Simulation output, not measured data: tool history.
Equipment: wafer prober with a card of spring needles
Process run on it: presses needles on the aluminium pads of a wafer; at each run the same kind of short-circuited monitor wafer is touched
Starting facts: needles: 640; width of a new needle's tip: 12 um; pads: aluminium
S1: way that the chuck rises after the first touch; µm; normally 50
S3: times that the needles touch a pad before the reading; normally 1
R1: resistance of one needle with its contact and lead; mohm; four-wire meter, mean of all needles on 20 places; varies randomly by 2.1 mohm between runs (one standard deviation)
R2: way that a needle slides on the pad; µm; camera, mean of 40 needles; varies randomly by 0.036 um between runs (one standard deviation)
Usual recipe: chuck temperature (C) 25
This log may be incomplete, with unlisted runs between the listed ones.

Run 1, hour 0: usual settings. Result: R1 299 mohm, R2 8.57 µm.
At hour 1: tips cleaned on abrasive film.
Run 2, hour 7.4: usual settings. Result: R1 283 mohm, R2 8.67 µm.
At hour 12.5: tips cleaned on abrasive film.
Run 3, hour 13.3: usual settings. Result: R1 247 mohm, R2 8.6 µm.
At hour 23.8: tips cleaned on abrasive film.
Run 4, hour 26.6: usual settings but chuck temperature (C) 51. Result: R1 263 mohm, R2 8.5 µm.
At hour 35.3: tips cleaned on abrasive film.
Run 5, hour 40.4: usual settings but S3 3. Result: R1 248 mohm, R2 8.59 µm.
At hour 46: tips cleaned on abrasive film.
Run 6, hour 47.8: usual settings. Result: R1 256 mohm, R2 8.54 µm.
At hour 57.1: tips cleaned on abrasive film.
Run 7, hour 59: usual settings. Result: R1 254 mohm, R2 8.59 µm.
Run 8, hour 65.8: usual settings. Result: R1 290 mohm, R2 8.52 µm.
At hour 68.2: tips cleaned on abrasive film.
Run 9, hour 75.3: usual settings. Result: R1 284 mohm, R2 8.48 µm.
At hour 79.2: tips cleaned on abrasive film.
Run 10, hour 86.6: usual settings. Result: R1 283 mohm, R2 8.52 µm.
At hour 90.2: tips cleaned on abrasive film.
Run 11, hour 98.5: usual settings but chuck temperature (C) 72. Result: R1 309 mohm, R2 8.58 µm.
At hour 101.5: tips cleaned on abrasive film.
Run 12, hour 107.4: usual settings but chuck temperature (C) 72. Result: R1 287 mohm, R2 8.54 µm.
At hour 112.2: tips cleaned on abrasive film.
Run 13, hour 119: usual settings but S1 52 µm, chuck temperature (C) 34. Result: R1 281 mohm, R2 8.81 µm.
At hour 122.8: tips cleaned on abrasive film.
Run 14, hour 126.4: usual settings but S1 52 µm, chuck temperature (C) 34, S3 2. Result: R1 258 mohm, R2 8.85 µm.
At hour 133.5: tips cleaned on abrasive film.
Run 15, hour 136.9: usual settings but S1 63 µm. Result: R1 259 mohm, R2 10.81 µm.
At hour 144.2: tips cleaned on abrasive film.
Run 16, hour 144.2: usual settings but S1 63 µm. Result: R1 236 mohm, R2 10.74 µm.
Run 17, hour 153.5: usual settings but S1 63 µm. Result: R1 267 mohm, R2 10.77 µm.
At hour 155.6: tips cleaned on abrasive film.
At hour 166.2: tips cleaned on abrasive film.
Run 18, hour 166.6: usual settings but S1 63 µm. Result: R1 236 mohm, R2 10.78 µm.
Run 19, hour 176.6: usual settings but chuck temperature (C) 81, S3 3. Result: R1 274 mohm, R2 8.4 µm.

Here are 4 independent what-if runs from the current tool condition. What would each one return?
At hour 177.8: tips cleaned on abrasive film.
Run A, hour 183.7: usual settings but S1 53 µm, chuck temperature (C) 73, S3 3. Result: R1 ?, R2 ?.
At hour 177.8: tips cleaned on abrasive film.
Run B, hour 183.7: usual settings but chuck temperature (C) 31, S3 2. Result: R1 ?, R2 ?.
At hour 177.8: tips cleaned on abrasive film.
Run C, hour 183.7: usual settings but S1 39 µm, S3 3. Result: R1 ?, R2 ?.
At hour 177.8: tips cleaned on abrasive film.
Run D, hour 183.7: usual settings but S1 59 µm, chuck temperature (C) 26, S3 2. Result: R1 ?, R2 ?.

run   R1     R2
  A  262   8.93
  B  263    8.5
  C  259   6.57
  D  251  10.05
Had the tool no hidden state, the same runs would have come out as:
run   R1    R2
  A  248  9.18
  B  237  8.74
  C  235  6.81
  D  231  10.3

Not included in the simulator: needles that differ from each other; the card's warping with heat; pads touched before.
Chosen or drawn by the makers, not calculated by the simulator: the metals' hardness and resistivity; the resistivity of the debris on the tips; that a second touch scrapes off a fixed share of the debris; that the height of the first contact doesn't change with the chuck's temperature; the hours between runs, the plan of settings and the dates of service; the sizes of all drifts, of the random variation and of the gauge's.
